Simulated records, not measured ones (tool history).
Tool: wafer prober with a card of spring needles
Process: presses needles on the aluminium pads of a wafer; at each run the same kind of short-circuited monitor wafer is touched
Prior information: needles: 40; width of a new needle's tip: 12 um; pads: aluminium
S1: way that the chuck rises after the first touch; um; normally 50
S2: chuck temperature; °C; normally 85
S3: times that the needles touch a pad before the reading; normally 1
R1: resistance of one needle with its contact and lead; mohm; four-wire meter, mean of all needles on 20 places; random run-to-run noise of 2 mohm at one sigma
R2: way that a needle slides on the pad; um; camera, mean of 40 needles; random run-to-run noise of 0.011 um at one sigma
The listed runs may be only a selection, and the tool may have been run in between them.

run	hour	S1	S2	S3	R1	R2
1	0	50	85	1	210	6.9
# hour 3.4: tips cleaned on abrasive film
# hour 19.7: tips cleaned on abrasive film
2	25.1	50	85	1	210	6.93
# hour 36.5: tips cleaned on abrasive film
# hour 52.2: tips cleaned on abrasive film
3	58.4	50	85	1	208	6.9
# hour 68.6: tips cleaned on abrasive film
# hour 84.1: tips cleaned on abrasive film
4	92.1	50	85	1	210	6.91
# hour 101.2: tips cleaned on abrasive film
5	115.2	50	85	1	211	6.93
# hour 116.9: tips cleaned on abrasive film
# hour 134.2: tips cleaned on abrasive film
6	142.5	50	85	1	209	6.92
# hour 151.5: tips cleaned on abrasive film
# hour 167.9: tips cleaned on abrasive film
7	172.9	50	85	1	215	6.94
# hour 184.6: tips cleaned on abrasive film
# hour 200.9: tips cleaned on abrasive film
8	208.2	50	85	2	213	6.93
# hour 216.3: tips cleaned on abrasive film
# hour 232: tips cleaned on abrasive film
9	237.1	50	85	2	211	6.93
# hour 249.3: tips cleaned on abrasive film
# hour 258.8: height of the first contact set anew
# hour 268.1: tips cleaned on abrasive film
10	271.9	50	85	2	211	6.93
# hour 283.5: tips cleaned on abrasive film
# hour 300.2: tips cleaned on abrasive film
11	306.3	30	51	2	224	4.17

Run 12 has not been measured yet. What should we expect?
# hour 316: tips cleaned on abrasive film
# hour 331.9: tips cleaned on abrasive film
12	340.9	52	69	1	?	?

Run 12 gave R1 211 mohm, R2 7.21 um.
Take away the tool's hidden state, keep the run-to-run variation as it was, and the same run would have given R1 211 mohm, R2 7.18 um.
